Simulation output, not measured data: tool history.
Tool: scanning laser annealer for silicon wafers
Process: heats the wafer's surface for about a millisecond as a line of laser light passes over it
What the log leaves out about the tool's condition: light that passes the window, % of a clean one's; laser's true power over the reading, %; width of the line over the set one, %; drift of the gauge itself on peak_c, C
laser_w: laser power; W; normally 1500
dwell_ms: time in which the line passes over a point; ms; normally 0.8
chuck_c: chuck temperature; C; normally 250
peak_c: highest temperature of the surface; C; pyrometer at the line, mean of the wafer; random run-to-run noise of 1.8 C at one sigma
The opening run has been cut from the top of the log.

run   hour  laser_w  dwell_ms  chuck_c  hours of work since the window was cleaned  hours of work since the power meter was calibrated  hours of work since the optics were aligned  peak_c
  2   28.7     1500       0.8      250                                         368                                                 182                                         1188     985
  3   58.9     1500       0.8      250                                         380                                                 195                                         1201     984
  4   76.1     1500       0.9      250                                         388                                                 202                                         1208    1034
  5  104.8     1500       0.8      250                                         400                                                 214                                         1220     985
  6  122.1     1500       0.8      250                                         407                                                 222                                         1227     982
  7  157.8     1500       0.8      250                                         422                                                 237                                         1243     983
  8  192.3     1500       0.8      213                                         437                                                 251                                         1257     946
  9    212     1500       0.8      213                                         445                                                 259                                         1265     948
 10  236.1     1500       0.8      213                                         455                                                 270                                         1276     944
 11  258.2     1500       0.8      213                                         464                                                 279                                         1285     947
 12  276.2     1500       0.8      250                                         472                                                 287                                         1292     983
 13  303.3     1500       0.8      250                                         483                                                 298                                         1304     988
 14  337.5     1571       0.8      250                                         498                                                 312                                         1318    1025
 15    359     1571       0.8      250                                         507                                                 321                                         1327    1027
 16  386.8     1500     0.844      250                                         519                                                 333                                         1339    1006
 17  416.2     1500     0.868      250                                         531                                                 346                                         1351    1021
 18  445.8     1500     0.939      250                                         544                                                 358                                         1364    1051
 19  471.2     1500       0.8      250                                         554                                                 369                                         1375     984
     499.9  -- window over the wafer cleaned
 20    508     1500       0.8      250                                           3                                                 383                                         1389     988

Run 21, settings as shown, results not yet in. Your forecast:
 21  542.9     1500       0.8      250                                          18                                                 398                                         1404       ?

Logged for run 21: peak_c 985 C.
On a tool with no hidden condition, and with the same random variation, this run would have come out at peak_c 986 C.

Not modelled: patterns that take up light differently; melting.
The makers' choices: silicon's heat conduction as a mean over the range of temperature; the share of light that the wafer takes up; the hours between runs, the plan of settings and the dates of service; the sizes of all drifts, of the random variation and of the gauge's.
